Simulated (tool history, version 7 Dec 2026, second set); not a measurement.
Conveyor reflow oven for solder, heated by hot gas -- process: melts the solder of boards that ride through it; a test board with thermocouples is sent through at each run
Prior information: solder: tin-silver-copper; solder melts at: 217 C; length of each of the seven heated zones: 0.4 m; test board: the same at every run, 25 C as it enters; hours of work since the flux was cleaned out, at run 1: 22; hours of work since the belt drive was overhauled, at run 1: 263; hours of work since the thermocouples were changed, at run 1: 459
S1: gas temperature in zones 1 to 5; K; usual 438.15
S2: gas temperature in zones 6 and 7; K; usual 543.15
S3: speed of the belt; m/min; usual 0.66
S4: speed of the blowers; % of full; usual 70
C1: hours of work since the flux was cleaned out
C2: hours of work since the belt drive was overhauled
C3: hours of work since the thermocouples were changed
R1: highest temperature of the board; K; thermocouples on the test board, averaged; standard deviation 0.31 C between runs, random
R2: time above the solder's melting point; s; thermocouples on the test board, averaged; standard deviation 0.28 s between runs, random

run,hour,S1,S2,S3,S4,C1,C2,C3,R1,R2
1,0,438.15,543.15,0.66,70,22,263,459,521.75,49.2
2,11.4,434.15,543.15,0.66,70,28,269,465,520.35,47.2
3,25.3,434.15,543.15,0.66,70,36,277,473,520.65,47.1
4,43.8,434.15,543.15,0.66,70,45,287,483,521.25,46.7
5,63.9,434.15,543.15,0.66,70,56,297,493,521.35,46.9
6,79,434.15,542.15,0.66,70,64,305,501,520.55,45.7
7,89.4,425.15,543.15,0.66,70,70,311,507,518.65,42.5
8,102,432.15,543.15,0.66,70,76,317,513,520.35,45.4
9,119.7,432.15,543.15,0.66,70,86,327,523,519.95,45.4
# hour 126.7: flux residue cleaned out of gas plates and filters
# hour 134: thermocouples of zones 6 and 7 changed
10,146.5,432.15,543.15,0.66,70,9,337,7,520.55,46.3
11,159.3,432.15,543.15,0.66,70,16,344,13,520.55,45.7
12,178.5,438.15,543.15,0.669,70,26,354,24,521.15,47.2
13,196.2,438.15,543.15,0.669,70,36,364,33,521.35,47.7
14,210.9,438.15,543.15,0.645,70,44,372,41,522.85,49.9
# hour 228.8: flux residue cleaned out of gas plates and filters, once more
15,236.8,438.15,543.15,0.645,70,4,383,52,523.25,51.4
16,259.7,436.15,534.15,0.604,68,16,395,64,517.35,49.7
17,281.1,436.15,534.15,0.604,68,28,406,75,517.05,49.3
18,301.7,425.15,538.15,0.66,51,39,417,86,509.95,32.5
19,318.8,438.15,555.15,0.66,50,48,426,95,526.25,51
20,338.7,438.15,555.15,0.66,50,58,437,106,525.95,50.6
21,360.9,427.15,543.15,0.59,65,70,449,118,523.35,52.6
22,381.8,427.15,533.15,0.598,87,81,460,129,517.65,49.2
23,401.1,443.15,533.15,0.541,87,92,470,139,522.65,65.1
24,412.9,438.15,535.15,0.66,70,98,476,145,515.05,42.7
25,427.5,438.15,543.15,0.66,64,106,484,153,520.35,46.7
26,449.1,447.15,543.15,0.585,70,117,495,165,527.25,63.6
27,468.7,438.15,544.15,0.752,70,127,506,175,516.65,37.8
28,481,438.15,544.15,0.752,70,134,512,182,517.15,37.6
29,494.4,448.15,543.15,0.66,72,141,520,189,523.65,53.6

Forecast each of these 3 alternatives for the next run:
# hour 518.5: flux residue cleaned out of gas plates and filters
A,520.5,423.15,543.15,0.66,69,1,531,200,?,?
# hour 518.5: flux residue cleaned out of gas plates and filters
B,520.5,426.15,543.15,0.66,70,1,531,200,?,?
# hour 518.5: flux residue cleaned out of gas plates and filters
C,520.5,439.15,543.15,0.66,72,1,531,200,?,?

run,R1,R2
A,520.45,43.5
B,521.05,45.2
C,523.95,51
With no hidden state in the tool, these same runs would have given:
run,R1,R2
A,520.55,42.9
B,521.15,44.6
C,524.15,50.4

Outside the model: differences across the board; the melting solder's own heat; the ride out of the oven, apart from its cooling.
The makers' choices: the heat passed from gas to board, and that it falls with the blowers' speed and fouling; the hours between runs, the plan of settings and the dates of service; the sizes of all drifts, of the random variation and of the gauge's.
